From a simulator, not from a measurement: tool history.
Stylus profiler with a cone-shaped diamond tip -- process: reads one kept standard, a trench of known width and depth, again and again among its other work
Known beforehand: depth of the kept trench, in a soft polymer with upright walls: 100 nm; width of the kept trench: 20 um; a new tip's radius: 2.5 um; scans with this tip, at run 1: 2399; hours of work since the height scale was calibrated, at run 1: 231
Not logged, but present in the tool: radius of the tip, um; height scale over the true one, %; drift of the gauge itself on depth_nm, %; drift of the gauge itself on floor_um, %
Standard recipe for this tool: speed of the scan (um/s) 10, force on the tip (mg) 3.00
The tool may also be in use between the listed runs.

run,hour,speed of the scan (um/s),force on the tip (mg),scans with this tip,hours of work since the height scale was calibrated,depth of the trench (nm),width of the trench's floor (um)
1,0.0,10,3.00,2399,231,101.87,18.39
2,30.8,10,6.91,2617,252,103.38,18.42
3,56.1,8,3.00,2795,269,101.85,18.47
4,109.5,10,1.61,3172,305,101.16,18.41
5,137.5,10,1.61,3370,324,101.15,18.39
6,185.9,10,1.61,3711,357,101.12,18.40
7,222.9,10,1.61,3973,383,101.16,18.35
8,247.5,10,3.00,4146,399,101.80,18.32
9,300.5,10,3.00,4520,435,101.73,18.35
10,329.1,10,5.03,4722,455,102.66,18.30
11,354.9,10,5.03,4904,472,102.58,18.33
12,393.5,10,1.82,5177,498,101.23,18.27
13,439.0,10,1.82,5498,529,101.19,18.27
14,463.5,10,1.82,5671,546,101.14,18.26
15,508.5,10,1.16,5988,577,100.83,18.23
16,538.2,8,1.16,6198,597,100.77,18.27
17,561.3,2,3.00,6361,613,101.71,18.31
18,584.1,2,3.00,6522,628,101.68,18.30
19,622.7,2,3.00,6795,654,101.73,18.24
20,661.3,10,2.66,7067,681,101.49,18.19
# hour 666.4: height scale calibrated on a step standard
21,699.2,10,2.66,7331,22,101.44,18.22
22,726.1,10,2.66,7521,41,101.38,18.20
23,769.3,10,2.66,7826,70,101.42,18.13
24,816.6,2,1.40,8160,102,100.78,18.21
25,871.1,5,1.40,8544,139,100.78,18.14
# hour 915.4: new tip fitted, height scale calibrated
26,926.1,4,6.27,75,7,103.19,18.56
# hour 946.5: height scale calibrated on a step standard, once more
27,978.6,13,5.32,443,22,102.81,18.48
28,1006.1,13,6.58,637,41,103.22,18.50
29,1054.5,13,6.58,978,73,103.26,18.48
30,1103.3,19,2.11,1323,107,101.43,18.41
31,1139.1,19,6.83,1575,131,103.33,18.47
32,1185.8,19,3.84,1905,163,102.17,18.39
33,1233.9,19,3.84,2244,195,102.22,18.37
34,1263.7,19,3.84,2455,216,102.16,18.35
35,1304.4,19,3.84,2742,243,102.18,18.31
36,1334.0,4,2.35,2951,263,101.55,18.37
37,1365.0,4,2.35,3170,284,101.54,18.37
38,1393.3,8,4.34,3370,304,102.36,18.34
39,1417.1,10,7.78,3538,320,103.56,18.37
40,1446.0,6,6.68,3742,340,103.17,18.36
41,1499.0,6,6.68,4116,376,103.12,18.33
42,1533.8,5,4.34,4361,399,102.34,18.35
43,1585.1,5,4.34,4724,434,102.28,18.39
44,1611.4,3,1.02,4909,452,100.72,18.32
45,1657.5,2,1.10,5235,483,100.76,18.31
46,1713.0,2,1.10,5627,521,100.72,18.29

Difference, measured minus no-hidden-state, one row per run. Run-to-run variation is common to both terms; the gauge's own scatter need not be:
run,depth of the trench (nm),width of the trench's floor (um)
1,-0.10,-0.11
2,-0.11,-0.11
3,-0.12,-0.12
4,-0.13,-0.14
5,-0.13,-0.15
6,-0.15,-0.17
7,-0.16,-0.18
8,-0.17,-0.19
9,-0.18,-0.21
10,-0.18,-0.22
11,-0.20,-0.22
12,-0.20,-0.24
13,-0.21,-0.25
14,-0.22,-0.27
15,-0.23,-0.28
16,-0.24,-0.29
17,-0.24,-0.30
18,-0.25,-0.31
19,-0.26,-0.32
20,-0.27,-0.33
21,-0.36,-0.34
22,-0.36,-0.35
23,-0.38,-0.36
24,-0.38,-0.38
25,-0.40,-0.39
26,-0.02,-0.02
27,-0.06,-0.03
28,-0.07,-0.05
29,-0.08,-0.07
30,-0.10,-0.09
31,-0.10,-0.10
32,-0.12,-0.12
33,-0.13,-0.13
34,-0.13,-0.15
35,-0.15,-0.16
36,-0.15,-0.17
37,-0.16,-0.18
38,-0.16,-0.19
39,-0.17,-0.20
40,-0.19,-0.21
41,-0.20,-0.22
42,-0.20,-0.23
43,-0.22,-0.25
44,-0.22,-0.26
45,-0.23,-0.28
46,-0.25,-0.29
